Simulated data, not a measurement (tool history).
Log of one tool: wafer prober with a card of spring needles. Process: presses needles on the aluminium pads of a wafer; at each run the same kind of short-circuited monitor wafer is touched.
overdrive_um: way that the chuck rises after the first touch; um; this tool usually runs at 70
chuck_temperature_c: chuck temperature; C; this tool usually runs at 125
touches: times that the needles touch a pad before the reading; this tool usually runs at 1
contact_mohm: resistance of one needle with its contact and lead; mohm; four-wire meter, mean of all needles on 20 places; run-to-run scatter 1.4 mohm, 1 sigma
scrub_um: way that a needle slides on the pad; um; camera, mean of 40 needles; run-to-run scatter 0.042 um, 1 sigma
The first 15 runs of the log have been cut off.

run	hour	overdrive_um	chuck_temperature_c	touches	contact_mohm	scrub_um
# hour 181.5: tips cleaned on abrasive film
16	183.9	70	125	2	144	12.61
# hour 191.1: tips cleaned on abrasive film
17	191.3	87	34	1	120	15.77
# hour 194.3: height of the first contact set anew
# hour 200.3: tips cleaned on abrasive film
18	205.6	80	83	1	143	14.79
# hour 210.0: tips cleaned on abrasive film
19	214.4	74	125	3	137	13.75
# hour 219.8: tips cleaned on abrasive film
# hour 228.8: tips cleaned on abrasive film
20	231.1	86	37	1	128	15.89
# hour 238.4: tips cleaned on abrasive film
21	242.5	70	60	2	138	13.02
# hour 247.7: tips cleaned on abrasive film
# hour 256.9: tips cleaned on abrasive film
22	256.9	70	60	2	123	13.00
23	264.2	78	110	2	142	14.45
# hour 265.7: tips cleaned on abrasive film
# hour 275.5: tips cleaned on abrasive film
24	279.9	78	110	2	139	14.42
# hour 284.5: tips cleaned on abrasive film
25	289.3	83	38	2	133	15.36
# hour 294.1: tips cleaned on abrasive film
26	300.5	76	125	1	154	13.98
# hour 303.4: tips cleaned on abrasive film
# hour 312.2: tips cleaned on abrasive film
27	313.5	65	31	1	138	11.91
28	320.6	77	113	3	137	14.19
# hour 321.7: tips cleaned on abrasive film
# hour 330.8: tips cleaned on abrasive film
29	334.3	71	95	1	146	13.08
# hour 340.5: tips cleaned on abrasive film
30	341.6	71	49	1	135	13.08
# hour 349.5: tips cleaned on abrasive film
31	351.5	70	101	2	137	12.88

Each row is a separate what-if for the run after 31, all from the same tool condition, not one after another. Results?
# hour 358.9: tips cleaned on abrasive film
# hour 368.2: tips cleaned on abrasive film
A	368.2	67	101	2	?	?
# hour 358.9: tips cleaned on abrasive film
# hour 368.2: tips cleaned on abrasive film
B	368.2	73	84	2	?	?
# hour 358.9: tips cleaned on abrasive film
# hour 368.2: tips cleaned on abrasive film
C	368.2	72	101	1	?	?
# hour 358.9: tips cleaned on abrasive film
# hour 368.2: tips cleaned on abrasive film
D	368.2	60	101	2	?	?
# hour 358.9: tips cleaned on abrasive film
# hour 368.2: tips cleaned on abrasive film
E	368.2	71	48	2	?	?

run	contact_mohm	scrub_um
A	129	12.28
B	125	13.37
C	131	13.27
D	133	10.95
E	122	12.95
Stripped of hidden state, with their random variation kept, the same runs would have yielded:
run	contact_mohm	scrub_um
A	126	12.48
B	122	13.57
C	127	13.47
D	129	11.16
E	119	13.15
